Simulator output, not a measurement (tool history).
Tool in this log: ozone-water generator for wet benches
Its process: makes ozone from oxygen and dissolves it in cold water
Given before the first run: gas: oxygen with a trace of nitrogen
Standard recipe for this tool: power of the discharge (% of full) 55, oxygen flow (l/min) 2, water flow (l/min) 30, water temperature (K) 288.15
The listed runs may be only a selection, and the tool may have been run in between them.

run   hour  power of the discharge (% of full)  oxygen flow (l/min)  water flow (l/min)  water temperature (K)  dissolved ozone (ppm)  ozone in the gas ahead of the water (g/m3)
  1      0                                  55                    2                  30                 288.15                   6.63                                       157.5
  2   37.9                                  55                    2                  30                 288.15                   6.59                                       157.7
  3   86.9                                  55                    2                  30                 288.15                   6.66                                       157.8
  4  139.2                                  55                    2                  30                 288.15                   6.64                                       158.3
  5  161.8                                  55                    2                  30                 288.15                   6.76                                       157.1
  6  185.2                                  55                    2                  30                 288.15                    6.5                                       157.5
  7  209.1                                  55                 1.63                  30                 288.15                   5.92                                       169.5
  8  238.7                                  55                 1.63                  30                 288.15                   5.94                                       168.9
  9  282.6                                  55                    2                  30                 288.15                   6.61                                       158.5
     290.8  -- contactor cleaned
 10  319.8                                  99                    2                  30                 288.15                  10.02                                       238.9
 11  364.6                                  99                    2                  30                 288.15                   9.76                                       241.3
 12  387.4                                  55                    2                  30                 288.15                   6.55                                         157
 13  418.4                                  55                 1.38                  30                 288.15                   5.36                                       175.7
 14  467.1                                  55                 1.38                  30                 288.15                   5.26                                       177.9
 15  495.1                                  55                 1.38                  30                 288.15                   5.42                                       175.8
     522.6  -- contactor cleaned, once more
 16  522.6                                  55                 1.38                  30                 288.15                   5.38                                       176.8
 17  571.6                                  55                 1.38                  30                 288.15                   5.22                                       176.4

What does the tool deliver on the next run?
 18  611.7                                  56                 1.73                  30                 288.15                      ?                                           ?

{"run 18": {"dissolved ozone (ppm)": 6.13, "ozone in the gas ahead of the water (g/m3)": 164.3}}
The same run, on a tool lacking any hidden state, would have yielded dissolved ozone (ppm) 6.51, ozone in the gas ahead of the water (g/m3) 173.4.
